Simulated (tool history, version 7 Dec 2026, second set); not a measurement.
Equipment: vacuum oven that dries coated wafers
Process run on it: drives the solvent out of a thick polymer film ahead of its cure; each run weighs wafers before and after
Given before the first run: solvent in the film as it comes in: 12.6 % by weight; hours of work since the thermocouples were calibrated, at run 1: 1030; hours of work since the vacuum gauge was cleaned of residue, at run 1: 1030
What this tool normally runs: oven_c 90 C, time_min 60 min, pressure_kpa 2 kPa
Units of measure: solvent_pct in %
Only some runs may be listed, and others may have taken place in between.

run      day  oven_c  time_min  pressure_kpa  hours of work since the thermocouples were calibrated  hours of work since the vacuum gauge was cleaned of residue  solvent_pct
  1        0      90        60             2                                                   1030                                                         1030          2.2
  2    3.946      90        60          2.57                                                   1104                                                         1104         2.63
  3    6.454      90        60          2.57                                                   1151                                                         1151         2.68
  4   10.762      90        66             2                                                   1232                                                         1232         2.22
  5   14.638      90        66             2                                                   1305                                                         1305         2.29
  6   17.375      90        66             2                                                   1356                                                         1356         2.24
      20.096  -- oven's thermocouples calibrated
  7   20.262      90        66             2                                                      3                                                         1409         2.11
  8    23.65      90        66             2                                                     67                                                         1472          2.1
      25.054  -- vacuum gauge cleaned of residue and calibrated
  9   26.283      90        60             2                                                    115                                                           23          1.7
 10   30.467      90        60             2                                                    194                                                          102         1.75
 11   33.162      90        60             2                                                    244                                                          152         1.74
 12   36.121      90        60             2                                                    300                                                          208         1.78
 13   39.775      90        60             2                                                    368                                                          276         1.86
 14   43.983      90        39             2                                                    447                                                          355          2.7
 15   46.979      90        39             2                                                    503                                                          412         2.66
 16   50.388      90        39             2                                                    568                                                          476          2.8
 17   52.267      90        39             2                                                    603                                                          511         2.71
 18   55.588      85        39             2                                                    665                                                          573         3.77
 19   58.179      85        39             2                                                    714                                                          622         3.76
 20   60.079      81        60             2                                                    749                                                          658         3.48
 21   62.446      81        60             2                                                    794                                                          702         3.53
 22   64.392      90        60          2.03                                                    830                                                          738         2.06
 23   66.533      90        60          2.03                                                    871                                                          779         2.07
 24   69.838      90        60          2.03                                                    933                                                          841         2.05
 25   74.117      95        94          2.03                                                   1013                                                          921         1.37
 26   77.521     102        94          2.03                                                   1077                                                          985         1.12
 27   81.475      86        50             2                                                   1151                                                         1059          3.2
 28   83.738      86        50             2                                                   1194                                                         1102         3.23
 29   86.417      86        50             2                                                   1244                                                         1152         3.19
 30   89.367      91        50             2                                                   1299                                                         1207         2.39
 31   91.825      91        42          4.65                                                   1345                                                         1253         4.33
 32   94.479      90        97             2                                                   1395                                                         1303         1.94
      95.283  -- oven's thermocouples calibrated
 33   97.738      90        97          2.75                                                     46                                                         1363         2.18
 34  102.146      90        97          2.75                                                    129                                                         1446         2.26
     104.954  -- vacuum gauge cleaned of residue and calibrated
 35  105.521      90        97          2.75                                                    191                                                           11         1.88
 36  107.954      82        82          3.33                                                    237                                                           56         3.41
 37  111.142      82        82          3.33                                                    297                                                          116         3.35
 38  114.429      90        98             2                                                    358                                                          178         1.41
 39  118.829     103        61          1.23                                                    441                                                          260         0.62
 40  121.717      90        85          1.11                                                    495                                                          315         0.95
 41  125.025      90        85          1.11                                                    557                                                          377         0.94
 42  128.629      90        85          1.11                                                    625                                                          444         0.97
 43  132.017     100        52          1.73                                                    688                                                          508         0.97
 44  134.888      97        48          4.44                                                    742                                                          562         2.65
 45  137.121      77        48          4.44                                                    784                                                          604         6.97
 46  140.142      98        40           2.6                                                    841                                                          661         1.89

Here are 4 independent what-if runs from the current tool condition. What would each one return?
  A  144.65      78        57          4.73                                                    926                                                          745            ?
  B  144.65      94        40          1.09                                                    926                                                          745            ?
  C  144.65      97        73          1.01                                                    926                                                          745            ?
  D  144.65      93        40           2.6                                                    926                                                          745            ?

run  solvent_pct
  A         6.71
  B         1.66
  C         0.74
  D         2.62
With the hidden condition removed and each run's random variation left untouched, the same runs would have given:
run  solvent_pct
  A          6.1
  B         1.35
  C         0.52
  D         2.28

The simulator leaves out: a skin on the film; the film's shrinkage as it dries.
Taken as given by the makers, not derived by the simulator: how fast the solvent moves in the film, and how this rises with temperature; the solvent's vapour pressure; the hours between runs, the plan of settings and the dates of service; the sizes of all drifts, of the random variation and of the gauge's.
